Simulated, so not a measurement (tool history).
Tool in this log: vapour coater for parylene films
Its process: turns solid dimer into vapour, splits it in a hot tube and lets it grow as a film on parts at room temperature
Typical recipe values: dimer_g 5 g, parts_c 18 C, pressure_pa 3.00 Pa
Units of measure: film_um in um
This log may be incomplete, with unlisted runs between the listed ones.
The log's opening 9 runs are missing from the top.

run,hour,dimer_g,parts_c,pressure_pa,hours of work since the trap's valve was overhauled,hours of work since the table's thermometer was calibrated,film_um
10,279.4,5,18,3.00,260,43,1.17
11,308.9,5,25,3.00,281,65,1.07
# hour 313.7: table's thermometer calibrated, once more
12,346.4,5,15,3.00,308,24,1.27
13,372.0,5,15,3.00,326,43,1.28
14,403.9,5,18,3.00,350,66,1.17
# hour 419.7: trap's valve overhauled
15,440.6,5,18,3.00,15,90,1.33
16,472.5,5,18,3.00,39,113,1.32
17,514.3,5,18,3.03,69,144,1.32
18,555.5,5,19,2.10,99,174,1.34
19,578.1,5,19,2.10,116,190,1.30
20,620.4,4,26,5.51,147,221,0.90
21,661.4,4,26,5.51,176,251,0.86
22,697.8,4,26,5.51,203,278,0.87
23,722.1,8,26,5.30,221,295,1.72
24,765.8,4,20,5.30,253,327,0.91
25,803.5,6,20,5.30,280,355,1.33
26,831.4,4,23,2.11,301,375,0.94
27,868.5,5,20,3.99,328,402,1.09
28,890.8,5,25,3.99,344,418,1.03
# hour 917.0: trap's valve overhauled
29,927.6,5,25,3.99,8,442,1.23
30,970.8,5,18,3.87,39,474,1.30
31,996.6,5,18,3.43,58,493,1.32
32,1026.3,3,13,3.12,80,514,0.85
33,1044.5,3,13,3.12,93,528,0.83
34,1082.8,9,15,3.12,121,556,2.46

Branching from run 34: 4 alternative next runs. What would each branch give?
A,1112.7,5,20,6.76,143,577,?
B,1112.7,5,21,3.00,143,577,?
C,1112.7,8,20,7.09,143,577,?
D,1112.7,3,10,3.00,143,577,?

run,film_um
A,1.17
B,1.19
C,1.85
D,0.83
The same runs, with their run-to-run variation unchanged, on a tool lacking any hidden condition would have given:
run,film_um
A,1.26
B,1.28
C,1.99
D,0.90
